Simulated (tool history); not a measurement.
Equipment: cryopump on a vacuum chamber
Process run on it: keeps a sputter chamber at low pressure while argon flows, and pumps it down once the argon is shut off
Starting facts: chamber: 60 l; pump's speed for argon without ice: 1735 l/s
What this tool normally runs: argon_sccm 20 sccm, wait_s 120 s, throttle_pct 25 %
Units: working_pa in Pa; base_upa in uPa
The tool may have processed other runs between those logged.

run,hour,argon_sccm,wait_s,throttle_pct,working_pa,base_upa
1,0,20,120,25,0.0812,1.65
2,15.3,20,120,25,0.0798,1.67
3,30.7,20,30,25,0.0806,3.6
4,41.3,20,30,25,0.0811,3.6
5,59.5,20,120,25,0.0806,1.7
6,71.2,20,120,25,0.0804,1.7
7,79.5,20,120,25,0.0812,1.74
8,94.4,20,120,25,0.0816,1.69
9,109.4,20,120,25,0.0806,1.78
10,121.1,20,120,25,0.0815,1.73
11,129.9,20,120,25,0.0813,1.82
12,142.3,20,46,25,0.0823,2.83
13,157.5,20,46,25,0.0828,2.79
14,175.5,20,46,25,0.0825,2.71
15,186.2,20,46,25,0.0828,2.92
16,201.8,10,120,25,0.042,1.88
17,213.4,10,181,25,0.0417,1.57
18,224.7,10,36,26,0.0405,3.28
19,242.3,10,287,47,0.024,1.45
20,259.6,25,189,45,0.0608,1.63
21,277.3,19,24,17,0.1151,4.42
22,295.1,19,24,17,0.114,4.49
23,303.7,19,24,17,0.1151,4.47
24,312.2,19,24,17,0.1147,4.42
25,325.2,31,62,25,0.1305,2.55
26,335.8,31,62,25,0.131,2.52
27,350.3,13,20,25,0.0535,5.07
28,363.2,21,22,19,0.1147,4.93
29,372.3,21,22,19,0.1143,4.84
30,391.3,21,22,38,0.0616,4.82
31,399,8,22,43,0.0205,4.86
32,413.1,8,22,43,0.0212,4.83
33,421.7,12,52,25,0.051,2.77

What if the next run were any one of these 4? Each begins from the tool's condition after run 33:
A,438.3,20,120,33,?,?
B,438.3,16,71,17,?,?
C,438.3,21,52,25,?,?
D,438.3,10,285,30,?,?

run,working_pa,base_upa
A,0.068,2.01
B,0.0977,2.4
C,0.0892,2.79
D,0.036,1.62
Had the tool no hidden state, the same runs would have come out as:
run,working_pa,base_upa
A,0.0604,0.82
B,0.0917,1.25
C,0.0813,1.65
D,0.0322,0.44
